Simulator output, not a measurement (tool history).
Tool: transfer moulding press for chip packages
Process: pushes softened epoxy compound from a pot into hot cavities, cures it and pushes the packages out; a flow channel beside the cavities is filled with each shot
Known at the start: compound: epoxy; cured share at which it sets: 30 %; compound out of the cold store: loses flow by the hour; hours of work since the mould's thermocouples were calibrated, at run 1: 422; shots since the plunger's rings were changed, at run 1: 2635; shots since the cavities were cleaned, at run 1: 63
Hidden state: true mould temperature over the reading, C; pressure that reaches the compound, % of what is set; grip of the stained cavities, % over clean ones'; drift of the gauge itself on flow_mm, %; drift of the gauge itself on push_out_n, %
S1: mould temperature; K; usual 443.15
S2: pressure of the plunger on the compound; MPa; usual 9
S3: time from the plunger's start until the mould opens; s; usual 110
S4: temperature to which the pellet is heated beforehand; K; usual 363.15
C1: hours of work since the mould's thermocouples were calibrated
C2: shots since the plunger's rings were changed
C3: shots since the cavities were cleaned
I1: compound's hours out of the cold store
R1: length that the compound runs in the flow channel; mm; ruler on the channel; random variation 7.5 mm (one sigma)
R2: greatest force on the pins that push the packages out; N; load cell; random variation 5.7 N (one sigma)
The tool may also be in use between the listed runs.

run	day	S1	S2	S3	S4	C1	C2	C3	I1	R1	R2
1	0	443.15	9	110	363.15	422	2635	63	39.6	777	235
2	1.454	443.15	9	110	363.15	441	2948	376	25.8	809	339
# day 2.958: cavities cleaned with cleaning compound and waxed
3	3.825	443.15	9	110	356.15	472	3447	188	29.5	787	290
# day 6.067: cavities cleaned with cleaning compound and waxed
4	6.129	443.15	9	110	356.15	502	3930	14	18.7	805	223
5	8.188	443.15	9	135	363.15	529	4373	457	14.6	799	318
# day 9.188: cavities cleaned with cleaning compound and waxed
6	9.904	443.15	9	135	363.15	551	4729	154	18.4	799	250
# day 12.283: cavities cleaned with cleaning compound and waxed
7	12.767	443.15	9	135	364.15	589	5334	105	19.9	769	229
8	14.712	443.15	9	135	364.15	614	5753	524	35.9	737	348
# day 15.433: cavities cleaned with cleaning compound and waxed
9	17.104	443.15	9	135	364.15	646	6255	361	13	776	305
# day 18.017: plunger's sealing rings changed
# day 18.696: mould's thermocouples calibrated
# day 18.758: cavities cleaned with cleaning compound and waxed
10	19.725	443.15	9	135	364.15	13	337	208	39.3	826	276
11	21.571	443.15	9	135	364.15	38	735	606	38.5	815	341
# day 21.838: cavities cleaned with cleaning compound and waxed
12	23.496	443.15	9	110	363.15	62	1136	358	25.6	818	323
# day 24.896: cavities cleaned with cleaning compound and waxed
13	25.408	443.15	9	110	363.15	87	1535	110	20.4	822	253
14	26.954	443.15	9	110	363.15	108	1868	443	15.2	834	356
# day 28.108: cavities cleaned with cleaning compound and waxed
15	29.958	439.15	9	110	363.15	147	2502	398	14.8	838	369

Run 16 comes next. What will it give?
# day 30.333: mould's thermocouples calibrated, once more
# day 31.279: cavities cleaned with cleaning compound and waxed
16	31.508	439.15	9	110	363.15	15	2805	49	40.8	?	?

R1: 790 mm
R2: 259 N
Without the tool's hidden state the same run would have given R1 829 mm, R2 232 N.
